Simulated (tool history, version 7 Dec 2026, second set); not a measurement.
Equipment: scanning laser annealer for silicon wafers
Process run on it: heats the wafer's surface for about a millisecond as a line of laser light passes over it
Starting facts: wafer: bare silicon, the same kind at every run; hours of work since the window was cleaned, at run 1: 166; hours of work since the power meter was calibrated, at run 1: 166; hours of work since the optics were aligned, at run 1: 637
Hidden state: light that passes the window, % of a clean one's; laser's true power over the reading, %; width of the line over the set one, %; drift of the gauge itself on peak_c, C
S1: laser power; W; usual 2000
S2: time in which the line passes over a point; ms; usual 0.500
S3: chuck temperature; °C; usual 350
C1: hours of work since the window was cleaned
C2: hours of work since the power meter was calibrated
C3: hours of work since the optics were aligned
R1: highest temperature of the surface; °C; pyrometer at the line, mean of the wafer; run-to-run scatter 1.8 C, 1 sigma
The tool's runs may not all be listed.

run,hour,S1,S2,S3,C1,C2,C3,R1
1,0.0,2000,0.500,350,166,166,637,1042
2,16.1,2000,0.500,350,176,176,647,1039
3,27.4,2000,0.500,350,183,183,654,1040
4,39.5,2000,0.500,350,191,191,662,1038
5,57.4,2000,0.382,350,202,202,673,960
6,72.1,2000,0.382,350,212,212,683,958
7,83.4,1766,0.500,350,219,219,690,933
8,94.8,1766,0.500,350,226,226,697,937
9,108.6,2000,0.500,350,235,235,706,1038
10,116.8,2000,0.500,350,240,240,711,1038
11,134.9,2000,0.500,350,252,252,723,1037
12,148.4,2000,0.500,350,260,260,731,1037
13,156.4,2000,0.500,350,265,265,736,1038
14,174.1,2000,0.500,350,277,277,748,1037
15,190.4,2000,0.500,350,287,287,758,1034
16,203.7,2000,0.500,350,295,295,767,1034
17,214.7,1827,0.552,350,302,302,774,985
18,225.3,1972,0.380,347,309,309,780,944
19,237.1,1733,0.500,315,317,317,788,882
20,252.3,1991,0.381,369,326,326,797,972
# hour 257.0: laser's power meter calibrated
21,264.8,1977,0.573,363,332,5,803,1077
22,273.0,1884,0.471,350,338,10,809,968
23,283.3,1858,0.456,360,344,17,815,955
24,300.3,1858,0.456,360,355,28,826,957
25,312.0,1858,0.456,360,362,35,833,953
26,320.0,2054,0.456,370,367,40,839,1050
27,333.6,2054,0.456,345,376,49,847,1024
28,347.0,1897,0.425,350,385,57,856,944
# hour 354.3: laser's power meter calibrated, once more
29,366.8,1961,0.446,350,395,8,866,984

Expected results for the next run?
30,378.3,1933,0.567,365,403,15,874,?

{"run 30": {"R1": 1055}}
If the tool had no hidden condition, the same run with the same run-to-run variation would have returned R1 1077 °C.

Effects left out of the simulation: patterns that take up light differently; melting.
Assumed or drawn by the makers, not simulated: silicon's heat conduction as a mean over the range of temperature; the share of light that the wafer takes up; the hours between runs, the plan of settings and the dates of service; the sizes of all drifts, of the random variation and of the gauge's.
